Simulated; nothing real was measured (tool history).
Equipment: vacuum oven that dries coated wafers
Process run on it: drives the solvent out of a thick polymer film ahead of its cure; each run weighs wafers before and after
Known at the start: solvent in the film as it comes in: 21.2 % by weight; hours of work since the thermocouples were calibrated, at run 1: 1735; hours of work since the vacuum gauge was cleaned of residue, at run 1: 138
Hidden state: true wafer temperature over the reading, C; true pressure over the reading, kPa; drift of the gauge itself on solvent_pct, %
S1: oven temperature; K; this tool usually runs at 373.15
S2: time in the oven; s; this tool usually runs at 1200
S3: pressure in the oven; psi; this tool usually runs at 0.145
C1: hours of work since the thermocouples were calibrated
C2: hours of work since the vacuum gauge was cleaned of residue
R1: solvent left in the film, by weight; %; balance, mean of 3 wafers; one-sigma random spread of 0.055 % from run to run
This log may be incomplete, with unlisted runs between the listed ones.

| run | hour | S1 | S2 | S3 | C1 | C2 | R1 |
|---|---|---|---|---|---|---|---|
| 1 | 0 | 373.15 | 1200 | 0.145 | 1735 | 138 | 2.68 |
| 2 | 11.8 | 373.15 | 1200 | 0.145 | 1744 | 147 | 2.59 |
| 3 | 21 | 373.15 | 1200 | 0.145 | 1750 | 153 | 2.64 |
|  | 30.7 | oven's thermocouples calibrated |
| 4 | 31.2 | 373.15 | 1200 | 0.145 | 0 | 159 | 2.53 |
| 5 | 40.9 | 373.15 | 1200 | 0.145 | 8 | 167 | 2.61 |
| 6 | 50.8 | 373.15 | 1200 | 0.21 | 15 | 174 | 3.4 |
| 7 | 59.7 | 373.15 | 1200 | 0.21 | 21 | 180 | 3.27 |
| 8 | 67.7 | 373.15 | 1200 | 0.21 | 27 | 186 | 3.27 |
| 9 | 77.8 | 373.15 | 1200 | 0.21 | 35 | 194 | 3.52 |
| 10 | 87.3 | 373.15 | 1200 | 0.145 | 42 | 201 | 2.46 |
| 11 | 94.8 | 373.15 | 1200 | 0.145 | 47 | 206 | 2.56 |
| 12 | 101.6 | 373.15 | 1200 | 0.263 | 52 | 211 | 3.97 |
| 13 | 115.4 | 373.15 | 1200 | 0.263 | 62 | 221 | 3.95 |
| 14 | 129.7 | 373.15 | 1200 | 0.145 | 73 | 232 | 2.52 |
| 15 | 138.5 | 373.15 | 1200 | 0.145 | 79 | 238 | 2.61 |
| 16 | 149.1 | 373.15 | 1200 | 0.145 | 87 | 246 | 2.61 |
| 17 | 159.6 | 373.15 | 1200 | 0.145 | 95 | 254 | 2.68 |
| 18 | 174.8 | 373.15 | 1200 | 0.145 | 106 | 265 | 2.63 |
| 19 | 190.5 | 373.15 | 1200 | 0.145 | 117 | 276 | 2.58 |
| 20 | 203.4 | 373.15 | 1200 | 0.145 | 127 | 286 | 2.64 |
| 21 | 211.3 | 373.15 | 1200 | 0.567 | 133 | 292 | 7.95 |
| 22 | 217.9 | 373.15 | 1200 | 0.567 | 137 | 296 | 8.02 |
| 23 | 227.2 | 373.15 | 1200 | 0.567 | 144 | 303 | 8.12 |
| 24 | 237.7 | 373.15 | 1200 | 0.567 | 152 | 311 | 7.94 |
| 25 | 248.1 | 377.15 | 1740 | 0.321 | 160 | 319 | 3.93 |
| 26 | 255.7 | 378.15 | 1860 | 0.145 | 165 | 324 | 1.77 |
| 27 | 262.6 | 378.15 | 1020 | 0.442 | 170 | 329 | 5.53 |
| 28 | 278.5 | 362.15 | 960 | 0.442 | 182 | 341 | 10.76 |
| 29 | 289.8 | 373.15 | 840 | 0.174 | 190 | 349 | 3.86 |
| 30 | 302.8 | 373.15 | 840 | 0.174 | 200 | 359 | 3.91 |
| 31 | 311.9 | 373.15 | 1080 | 0.145 | 206 | 365 | 2.81 |
| 32 | 325.1 | 373.15 | 1080 | 0.145 | 216 | 375 | 2.85 |
| 33 | 333.9 | 373.15 | 1200 | 0.579 | 222 | 381 | 8.08 |
| 34 | 341.1 | 358.15 | 1680 | 0.17 | 228 | 387 | 5.56 |
| 35 | 351.6 | 370.15 | 2040 | 0.297 | 235 | 395 | 4.62 |
| 36 | 363.7 | 370.15 | 2040 | 0.297 | 244 | 403 | 4.71 |
| 37 | 371.1 | 370.15 | 2040 | 0.297 | 250 | 409 | 4.77 |
| 38 | 384 | 379.15 | 1200 | 0.091 | 259 | 418 | 1.4 |
| 39 | 397.3 | 379.15 | 1200 | 0.091 | 269 | 428 | 1.33 |
| 40 | 408.5 | 379.15 | 1200 | 0.091 | 277 | 436 | 1.41 |
| 41 | 422 | 360.15 | 1620 | 0.145 | 287 | 446 | 4.61 |
| 42 | 435 | 378.15 | 1800 | 0.223 | 297 | 456 | 2.76 |
| 43 | 446.8 | 378.15 | 1800 | 0.223 | 305 | 464 | 2.7 |
| 44 | 454.6 | 370.15 | 1080 | 0.48 | 311 | 470 | 8.14 |
| 45 | 462.8 | 370.15 | 1080 | 0.48 | 317 | 476 | 7.97 |
| 46 | 469.9 | 370.15 | 2100 | 0.19 | 322 | 481 | 3.17 |
| 47 | 480.5 | 372.15 | 660 | 0.145 | 330 | 489 | 4.92 |

What if the next run were any one of these 4? Each begins from the tool's condition after run 47:
| A | 494.7 | 378.15 | 1920 | 0.102 | 340 | 500 | ? |
| B | 494.7 | 373.15 | 720 | 0.093 | 340 | 500 | ? |
| C | 494.7 | 381.15 | 1200 | 0.145 | 340 | 500 | ? |
| D | 494.7 | 375.15 | 1860 | 0.509 | 340 | 500 | ? |

| run | R1 |
|---|---|
| A | 1.37 |
| B | 3.76 |
| C | 1.8 |
| D | 6.55 |
Without the tool's unlogged condition, the same runs would have read:
| run | R1 |
|---|---|
| A | 1.08 |
| B | 3.37 |
| C | 1.53 |
| D | 6.15 |
